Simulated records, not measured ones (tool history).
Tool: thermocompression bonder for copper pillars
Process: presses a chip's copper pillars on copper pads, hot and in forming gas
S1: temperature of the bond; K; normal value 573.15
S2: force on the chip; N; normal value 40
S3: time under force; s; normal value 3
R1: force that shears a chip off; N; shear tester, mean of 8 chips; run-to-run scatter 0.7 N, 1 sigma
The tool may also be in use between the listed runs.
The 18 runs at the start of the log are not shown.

Run 19, hour 331.1: usual settings but S2 31 N, S3 8 s. Result: R1 60.4 N.
Run 20, hour 350.4: usual settings but S2 31 N, S3 8 s. Result: R1 60.8 N.
Run 21, hour 372.9: usual settings but S2 31 N, S3 8 s. Result: R1 60.5 N.
Run 22, hour 386.7: usual settings but S1 593.15 K, S2 35 N, S3 8 s. Result: R1 82.8 N.
Run 23, hour 409.0: usual settings but S1 593.15 K, S2 35 N, S3 8 s. Result: R1 82.5 N.
Run 24, hour 421.6: usual settings but S1 593.15 K, S2 35 N, S3 8 s. Result: R1 83.0 N.
Run 25, hour 432.6: usual settings but S1 585.15 K. Result: R1 61.5 N.
Run 26, hour 454.1: usual settings but S1 581.15 K, S2 45 N, S3 6 s. Result: R1 79.0 N.
Run 27, hour 474.6: usual settings but S1 581.15 K, S2 45 N, S3 6 s. Result: R1 81.0 N.
Run 28, hour 491.6: usual settings but S1 559.15 K, S2 44 N, S3 4 s. Result: R1 53.2 N.
Run 29, hour 514.9: usual settings but S2 25 N. Result: R1 32.8 N.
Run 30, hour 538.6: usual settings but S3 2 s. Result: R1 45.4 N.
Run 31, hour 554.3: usual settings but S1 566.15 K, S2 29 N, S3 2 s. Result: R1 29.6 N.
Run 32, hour 568.2: usual settings but S1 566.15 K, S2 29 N, S3 2 s. Result: R1 29.9 N.
Run 33, hour 580.5: usual settings but S1 553.15 K. Result: R1 40.2 N.
At hour 591.9: forming gas filter changed.
Run 34, hour 593.7: usual settings but S1 553.15 K, S3 2 s. Result: R1 34.1 N.
Run 35, hour 611.7: usual settings but S1 602.15 K, S3 4 s. Result: R1 82.4 N.
Run 36, hour 623.3: usual settings but S1 556.15 K, S2 27 N. Result: R1 28.6 N.
Run 37, hour 641.0: usual settings but S1 557.15 K, S2 31 N, S3 2 s. Result: R1 29.0 N.
Run 38, hour 661.9: usual settings but S1 596.15 K, S2 49 N, S3 4 s. Result: R1 91.1 N.
Run 39, hour 678.7: usual settings but S1 596.15 K, S2 49 N, S3 4 s. Result: R1 88.8 N.
Run 40, hour 701.6: usual settings but S1 596.15 K, S2 49 N, S3 4 s. Result: R1 89.8 N.

Here are 4 independent what-if runs from the current tool condition. What would each one return?
Run A, hour 728.1: usual settings but S1 584.15 K, S3 4 s. Result: R1 ?.
Run B, hour 728.1: usual settings but S1 582.15 K, S2 27 N, S3 7 s. Result: R1 ?.
Run C, hour 728.1: usual settings but S1 554.15 K. Result: R1 ?.
Run D, hour 728.1: usual settings. Result: R1 ?.

run    R1
  A  70.2
  B  58.4
  C  42.2
  D  54.0
The same runs, with their run-to-run variation unchanged, on a tool lacking any hidden condition would have given:
run    R1
  A  64.3
  B  52.9
  C  37.4
  D  48.6

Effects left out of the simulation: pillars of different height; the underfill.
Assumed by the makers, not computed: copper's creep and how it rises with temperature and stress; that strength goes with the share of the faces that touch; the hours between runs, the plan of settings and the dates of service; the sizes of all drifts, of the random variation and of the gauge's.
